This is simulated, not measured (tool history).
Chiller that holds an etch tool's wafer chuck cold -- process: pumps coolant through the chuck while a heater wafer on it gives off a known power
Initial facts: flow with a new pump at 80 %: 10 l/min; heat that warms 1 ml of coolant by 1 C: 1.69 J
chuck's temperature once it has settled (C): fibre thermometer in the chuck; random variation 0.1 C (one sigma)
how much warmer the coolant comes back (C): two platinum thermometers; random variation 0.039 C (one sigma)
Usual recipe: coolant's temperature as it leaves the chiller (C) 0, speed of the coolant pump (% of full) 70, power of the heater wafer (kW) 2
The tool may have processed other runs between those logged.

run	hour	coolant's temperature as it leaves the chiller (C)	speed of the coolant pump (% of full)	power of the heater wafer (kW)	chuck's temperature once it has settled (C)	how much warmer the coolant comes back (C)
1	0	0	70	2	15.7	8.44
2	94.5	0	70	2	15.6	8.36
3	160.3	0	70	1.166	9.3	4.99
4	254.6	-6	70	2	9.7	8.47
5	337.2	-6	70	2	10	8.47
6	392.4	-6	97	2	6.8	5.98
7	464.1	0	70	2	15.8	8.45
8	515.2	7	70	2	22.8	8.46
9	583.8	7	70	2	22.9	8.36
10	663	0	70	2	16	8.49
11	740.4	0	70	2	16	8.5
12	797	0	82	2	14.3	7.17
13	897.1	0	90	2	13.6	6.47
14	964.8	-10	70	2	6	8.47
15	1044.9	8	98	2	20.9	5.95
16	1141.7	-6	98	1.13	1.4	3.37
17	1196.1	-6	98	1.13	1.4	3.37
18	1256.8	-6	63	2.733	17.8	13.03
19	1338.2	0	81	1.459	10.9	5.29
20	1436.3	-7	64	2	10.2	9.38
21	1535.9	-9	70	1.042	-0.3	4.46
22	1629.9	1	70	2.913	24.7	12.36
23	1730.2	1	70	2.913	24.7	12.35
24	1774.9	0	95	1.3	8.9	4.06
25	1877	-4	93	1.134	4.1	3.65
26	1972	0	94	2.88	19.4	9
27	2066.3	-5	70	2	11.5	8.51

Run by run, hidden condition taken away, random variation retained:
What the log doesn't record here: heat passed by the chuck's channels, % of clean ones'; flow at a given pump speed, % of a new pump's; coolant's true temperature over the reading, C; drift of the gauge itself on chuck_c, C; drift of the gauge itself on warmer_back_c, C.
run	chuck's temperature once it has settled (C)	how much warmer the coolant comes back (C)
1	15.2	8.18
2	15.1	8.1
3	8.9	4.84
4	9.1	8.19
5	9.3	8.19
6	6.2	5.77
7	15.1	8.16
8	22.1	8.17
9	22.1	8.06
10	15.2	8.18
11	15.1	8.19
12	13.5	6.9
13	12.8	6.22
14	5	8.15
15	20	5.72
16	0.8	3.24
17	0.7	3.24
18	16.4	12.5
19	10	5.07
20	8.9	8.99
21	-1.1	4.27
22	23.1	11.82
23	23	11.8
24	8	3.88
25	3.2	3.49
26	17.8	8.58
27	10.1	8.11

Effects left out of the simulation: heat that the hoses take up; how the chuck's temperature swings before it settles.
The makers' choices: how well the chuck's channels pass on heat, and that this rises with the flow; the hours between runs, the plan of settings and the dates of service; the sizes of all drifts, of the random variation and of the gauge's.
